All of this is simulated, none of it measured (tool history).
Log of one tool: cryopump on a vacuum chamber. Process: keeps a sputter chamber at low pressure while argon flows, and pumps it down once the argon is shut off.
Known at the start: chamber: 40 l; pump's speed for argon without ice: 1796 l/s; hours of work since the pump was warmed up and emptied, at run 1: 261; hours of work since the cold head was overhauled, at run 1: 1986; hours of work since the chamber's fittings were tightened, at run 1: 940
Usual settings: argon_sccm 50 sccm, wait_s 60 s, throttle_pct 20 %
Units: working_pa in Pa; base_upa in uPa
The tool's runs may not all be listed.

run	day	argon_sccm	wait_s	throttle_pct	hours of work since the pump was warmed up and emptied	hours of work since the cold head was overhauled	hours of work since the chamber's fittings were tightened	working_pa	base_upa
1	0	50	60	20	261	1986	940	0.2443	1.19
2	3.6	50	60	20	335	2060	1013	0.2495	1.24
# day 4.925: pump warmed up, emptied and cooled again
3	6.346	50	60	20	29	2112	1065	0.2363	1.17
# day 7.562: leaking fittings of the chamber tightened, without venting
4	9.238	50	60	20	87	2169	34	0.2368	0.69
5	10.858	50	60	20	120	2202	67	0.238	0.68
6	12.95	50	140	20	162	2245	110	0.2409	0.5
7	14.846	50	140	25	201	2284	149	0.1937	0.48
8	16.562	50	140	25	236	2319	184	0.1953	0.52
9	19.425	49	20	53	295	2377	243	0.0958	1.72
10	21.975	49	20	53	347	2430	295	0.097	1.86
# day 22.733: pump warmed up, emptied and cooled again
11	24.746	46	199	27	41	2482	347	0.162	0.54

Forecast each of these 4 alternatives for the next run:
A	26.758	50	209	47	82	2523	389	?	?
B	26.758	38	27	30	82	2523	389	?	?
C	26.758	50	60	21	82	2523	389	?	?
D	26.758	54	199	27	82	2523	389	?	?

run	working_pa	base_upa
A	0.1022	0.53
B	0.1196	1.47
C	0.2252	0.86
D	0.1897	0.57
Without the tool's hidden state the same runs would have given:
run	working_pa	base_upa
A	0.0997	0.31
B	0.1178	1.25
C	0.2227	0.64
D	0.1871	0.34

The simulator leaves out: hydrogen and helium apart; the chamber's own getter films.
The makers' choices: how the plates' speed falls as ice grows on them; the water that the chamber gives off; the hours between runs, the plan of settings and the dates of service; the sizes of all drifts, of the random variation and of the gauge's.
